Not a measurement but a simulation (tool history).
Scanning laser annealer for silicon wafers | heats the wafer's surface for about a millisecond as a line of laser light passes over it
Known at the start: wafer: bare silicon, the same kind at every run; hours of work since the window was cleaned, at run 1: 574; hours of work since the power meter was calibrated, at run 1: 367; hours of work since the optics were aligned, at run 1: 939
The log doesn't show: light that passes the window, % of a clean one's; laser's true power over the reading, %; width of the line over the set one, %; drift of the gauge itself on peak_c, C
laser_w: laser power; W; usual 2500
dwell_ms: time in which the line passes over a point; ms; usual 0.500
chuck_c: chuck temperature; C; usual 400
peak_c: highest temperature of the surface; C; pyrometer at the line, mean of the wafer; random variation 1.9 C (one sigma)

run	hour	laser_w	dwell_ms	chuck_c	hours of work since the window was cleaned	hours of work since the power meter was calibrated	hours of work since the optics were aligned	peak_c
1	0.0	2500	0.500	400	574	367	939	1108
2	29.3	2500	0.500	400	587	380	952	1102
3	52.4	2500	0.500	400	597	390	962	1104
4	77.8	2500	0.500	400	608	401	974	1104
5	111.1	2500	0.500	400	623	416	988	1103
6	130.6	2561	0.500	400	632	425	997	1127
7	148.3	2500	0.500	400	640	432	1005	1106
8	180.3	2500	0.500	400	654	447	1019	1101
9	206.5	2500	0.500	400	666	458	1031	1102
10	229.5	2500	0.500	400	676	469	1041	1102
11	243.3	2500	0.500	400	682	475	1047	1099
12	272.4	2500	0.500	400	695	488	1060	1103
13	288.0	2500	0.500	400	702	495	1067	1102
14	313.8	2500	0.500	378	713	506	1078	1074
15	347.4	2500	0.500	378	728	521	1093	1077
16	381.1	2500	0.469	400	743	536	1108	1080
17	409.0	2500	0.500	400	756	548	1121	1099
18	441.3	2500	0.500	400	770	563	1135	1097
# hour 447.7: optics aligned, line set to its width
19	475.4	2500	0.500	400	783	575	12	1096
20	503.7	2492	0.500	400	795	588	25	1094
21	522.9	2492	0.500	400	804	597	33	1094
22	540.2	2492	0.500	400	812	604	41	1094
23	561.4	2492	0.500	400	821	614	50	1093
24	581.4	2492	0.476	400	830	623	59	1075
25	613.0	2492	0.612	384	844	637	73	1143
# hour 639.3: optics aligned, line set to its width, once more
26	641.8	2369	0.459	400	854	647	1	1038
27	673.6	2269	0.362	374	869	661	15	916
28	704.1	2269	0.362	405	882	675	29	946
29	731.0	2480	0.362	439	894	687	41	1041
30	756.0	2177	0.362	439	905	698	52	952
31	780.4	2417	0.362	439	916	709	63	1026
32	805.9	2212	0.500	395	927	720	74	1002
33	826.8	2212	0.354	395	937	729	83	912
34	845.0	2212	0.377	437	945	737	91	968
35	864.6	2167	0.529	424	953	746	100	1029
36	878.7	2500	0.415	424	960	752	106	1074
37	903.7	2459	0.500	363	971	763	117	1053
38	919.6	2600	0.500	400	978	770	124	1140
39	950.9	2500	0.370	380	992	784	138	996
# hour 959.5: window over the wafer cleaned
40	981.7	2526	0.370	420	10	797	151	1059

How the hidden state differs across the entries between the runs, from the last listed run before each to the first after it:
Between runs 18 and 19: optics aligned, line set to its width (hour 447.7)
  light that passes the window, % of a clean one's: 98.14 -> 98.11; width of the line over the set one, %: 2.02 -> 2.42
  measured less the result without the state, peak_c: -31 -> -34 C
Between runs 25 and 26: optics aligned, line set to its width, once more (hour 639.3)
  light that passes the window, % of a clean one's: 97.99 -> 97.96; width of the line over the set one, %: 2.51 -> 0.02
  measured less the result without the state, peak_c: -39 -> -20 C
Between runs 39 and 40: window over the wafer cleaned (hour 959.5)
  light that passes the window, % of a clean one's: 97.67 -> 99.78; width of the line over the set one, %: 0.23 -> 0.25
  measured less the result without the state, peak_c: -22 -> -6 C

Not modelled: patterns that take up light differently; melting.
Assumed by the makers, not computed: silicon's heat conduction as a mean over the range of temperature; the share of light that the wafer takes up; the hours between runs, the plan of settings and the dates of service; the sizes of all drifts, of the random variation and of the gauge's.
